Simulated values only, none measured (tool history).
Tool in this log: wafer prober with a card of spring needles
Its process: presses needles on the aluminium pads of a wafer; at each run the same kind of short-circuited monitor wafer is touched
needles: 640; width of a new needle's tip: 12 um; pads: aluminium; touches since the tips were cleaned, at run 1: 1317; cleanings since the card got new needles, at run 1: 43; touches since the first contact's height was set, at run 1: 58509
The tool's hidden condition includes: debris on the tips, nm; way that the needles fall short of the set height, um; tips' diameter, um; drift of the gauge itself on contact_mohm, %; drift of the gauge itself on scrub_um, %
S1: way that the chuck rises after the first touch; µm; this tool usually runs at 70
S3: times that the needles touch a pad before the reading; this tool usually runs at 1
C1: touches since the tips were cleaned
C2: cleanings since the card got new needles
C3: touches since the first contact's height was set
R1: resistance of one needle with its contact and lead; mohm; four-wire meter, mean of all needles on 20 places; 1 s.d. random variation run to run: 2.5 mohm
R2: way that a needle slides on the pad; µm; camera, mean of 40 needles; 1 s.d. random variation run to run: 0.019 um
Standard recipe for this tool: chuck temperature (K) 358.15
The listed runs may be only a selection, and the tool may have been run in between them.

run 1 hour=0 | S1=70 chuck_temperature_(K)=358.15 S3=1 | C1=1317 C2=43 C3=58509 | R1=294 R2=19.5
-- hour=24.4 tips cleaned on abrasive film
run 2 hour=51.4 | S1=70 chuck_temperature_(K)=358.15 S3=1 | C1=7285 C2=44 C3=72340 | R1=296 R2=19.46
-- hour=54.2 tips cleaned on abrasive film
run 3 hour=76.4 | S1=70 chuck_temperature_(K)=358.15 S3=1 | C1=5987 C2=45 C3=79045 | R1=291 R2=19.51
-- hour=84 tips cleaned on abrasive film
run 4 hour=100.7 | S1=70 chuck_temperature_(K)=316.15 S3=1 | C1=4509 C2=46 C3=85555 | R1=278 R2=19.5
-- hour=116.5 tips cleaned on abrasive film
run 5 hour=132.3 | S1=70 chuck_temperature_(K)=358.15 S3=1 | C1=4270 C2=47 C3=94046 | R1=295 R2=19.55
-- hour=148.1 tips cleaned on abrasive film
run 6 hour=176.1 | S1=70 chuck_temperature_(K)=358.15 S3=1 | C1=7546 C2=48 C3=105823 | R1=292 R2=19.53
-- hour=181.1 tips cleaned on abrasive film
-- hour=186.1 height of the first contact set anew
-- hour=212.8 tips cleaned on abrasive film
run 7 hour=227.2 | S1=54 chuck_temperature_(K)=358.15 S3=1 | C1=3883 C2=50 C3=11045 | R1=294 R2=15.06
-- hour=243.1 tips cleaned on abrasive film
run 8 hour=251.8 | S1=54 chuck_temperature_(K)=358.15 S3=1 | C1=2335 C2=51 C3=17638 | R1=295 R2=15.09
-- hour=274.4 tips cleaned on abrasive film
-- hour=304.5 tips cleaned on abrasive film
run 9 hour=304.5 | S1=54 chuck_temperature_(K)=342.15 S3=1 | C1=0 C2=53 C3=31784 | R1=291 R2=15.11
-- hour=335.1 tips cleaned on abrasive film
run 10 hour=336.3 | S1=54 chuck_temperature_(K)=342.15 S3=1 | C1=308 C2=54 C3=40320 | R1=286 R2=15.08

Run 11 comes next. What will it give?
-- hour=367.2 tips cleaned on abrasive film
run 11 hour=389.2 | S1=70 chuck_temperature_(K)=358.15 S3=1 | C1=5934 C2=55 C3=54558 | R1=? R2=?

{"run 11": {"R1": 289, "R2": 19.55}}
Were there no unlogged condition in the tool, this run, its random variation unchanged, would have produced R1 289 mohm, R2 19.46 µm.
